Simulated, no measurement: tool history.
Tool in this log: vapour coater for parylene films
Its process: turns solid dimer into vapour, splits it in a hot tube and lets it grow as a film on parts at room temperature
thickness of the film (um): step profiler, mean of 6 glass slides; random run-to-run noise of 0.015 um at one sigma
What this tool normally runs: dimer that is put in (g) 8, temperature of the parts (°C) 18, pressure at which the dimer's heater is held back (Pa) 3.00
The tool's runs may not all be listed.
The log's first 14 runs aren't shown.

| run | hour | dimer that is put in (g) | temperature of the parts (°C) | pressure at which the dimer's heater is held back (Pa) | thickness of the film (um) |
|---|---|---|---|---|---|
| 15 | 425.7 | 8 | 18 | 3.00 | 1.16 |
| 16 | 443.3 | 8 | 18 | 3.00 | 1.17 |
| 17 | 460.6 | 8 | 18 | 3.00 | 1.17 |
| 18 | 489.8 | 8 | 18 | 3.00 | 1.16 |
| 19 | 516.1 | 8 | 18 | 3.00 | 1.15 |
| 20 | 533.1 | 7 | 12 | 4.68 | 1.14 |
| 21 | 555.6 | 7 | 12 | 6.38 | 1.07 |
|  | 575.8 | trap's valve overhauled, once more |
| 22 | 595.1 | 7 | 12 | 6.38 | 1.37 |
| 23 | 627.1 | 7 | 12 | 6.38 | 1.33 |
| 24 | 658.6 | 12 | 13 | 9.90 | 2.12 |
| 25 | 684.7 | 12 | 13 | 6.35 | 2.24 |
| 26 | 703.7 | 5 | 13 | 2.39 | 1.07 |
| 27 | 731.5 | 5 | 29 | 10.16 | 0.58 |
| 28 | 749.9 | 5 | 29 | 2.38 | 0.67 |
| 29 | 778.6 | 5 | 10 | 11.06 | 0.89 |
| 30 | 809.1 | 5 | 12 | 7.46 | 0.89 |
| 31 | 829.2 | 6 | 12 | 7.46 | 1.10 |
| 32 | 863.4 | 11 | 14 | 5.37 | 1.95 |
| 33 | 885.6 | 10 | 12 | 4.29 | 1.90 |
| 34 | 915.8 | 5 | 24 | 4.29 | 0.70 |
|  | 949.7 | table's thermometer calibrated |
| 35 | 953.7 | 5 | 14 | 4.29 | 0.87 |
| 36 | 984.6 | 13 | 14 | 4.29 | 2.22 |
| 37 | 1022.6 | 4 | 18 | 3.14 | 0.65 |

Branching from run 37: 3 alternative next runs. What would each branch give?
| A | 1056.2 | 13 | 18 | 5.33 | ? |
| B | 1056.2 | 8 | 20 | 3.00 | ? |
| C | 1056.2 | 11 | 28 | 6.78 | ? |

| run | thickness of the film (um) |
|---|---|
| A | 1.91 |
| B | 1.19 |
| C | 1.20 |
Without the tool's unlogged condition, the same runs would have read:
| run | thickness of the film (um) |
|---|---|
| A | 2.15 |
| B | 1.34 |
| C | 1.34 |
